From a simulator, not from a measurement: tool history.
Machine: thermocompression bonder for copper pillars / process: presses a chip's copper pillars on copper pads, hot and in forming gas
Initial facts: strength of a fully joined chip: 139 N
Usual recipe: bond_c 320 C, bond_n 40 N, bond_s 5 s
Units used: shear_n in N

run	day	bond_c	bond_n	bond_s	shear_n
1	0	320	40	5	64.1
2	0.633	320	40	5	64.7
3	1.171	320	40	4	60.2
4	1.671	320	40	3	53.3
5	2.279	320	28	5	44.7
6	3.162	314	28	5	40.9
7	3.692	320	37	5	59.8
8	4.225	320	40	3	52.5
9	5.129	320	40	3	51.8
10	5.929	320	40	3	52.2
11	6.329	320	40	3	51.8
12	6.712	320	40	3	51.2
13	7.408	320	40	5	61.9
14	8.208	320	40	5	63
15	8.971	320	40	5	61.7
16	9.725	320	59	5	86.3
17	10.362	320	40	5	62
18	10.767	320	40	5	61.6
19	11.796	320	40	5	71.4
20	12.596	324	40	5	73.4
21	13.304	324	26	5	48.6
22	13.7	324	26	5	48.6
23	14.242	324	57	4	91.8
24	14.95	333	45	6	91.1
25	15.425	320	30	8	61.2
26	16.217	320	30	5	52.4
27	16.879	344	59	5	109.3
28	17.683	302	32	15	65.5
29	18.367	302	32	15	64.9
30	19.029	302	32	15	72.5
31	19.85	303	32	11	65.4
32	20.542	303	44	5	66.4
33	21.342	291	32	5	39.9
34	22.108	299	40	7	62.9
35	23.017	299	40	7	64
36	23.633	322	40	12	97.9
37	24.083	322	51	3	79.5
38	24.779	322	51	3	78.1
39	25.462	322	51	3	78.5
40	26.167	322	51	3	78.6

Taken out of this log: 4 entries between the listed runs. Where each belongs, and how the hidden state differs across it:
Logged between run 18 and run 19: force cell calibrated (day 10.896); heater calibrated with a thermocouple chip (day 11.171)
  true temperature of the bond over the reading, C: -11.1 -> -0.2; force that reaches the chip, % of what is set: 101.5 -> 102.2; oxide that the forming gas leaves, % of the face: 7.77 -> 7.97
  measured result minus the result with no hidden state, shear_n: -13.3 -> -4.5 N
Logged between run 24 and run 25: force cell calibrated, once more (day 15.217)
  force that reaches the chip, % of what is set: 102.3 -> 100.3; oxide that the forming gas leaves, % of the face: 8.7 -> 8.8
  measured result minus the result with no hidden state, shear_n: -7.1 -> -5.9 N
Logged between run 29 and run 30: forming gas filter changed (day 18.583)
  true temperature of the bond over the reading, C: -1 -> -1.1; oxide that the forming gas leaves, % of the face: 9.52 -> 0.62
  measured result minus the result with no hidden state, shear_n: -7 -> -0.7 N
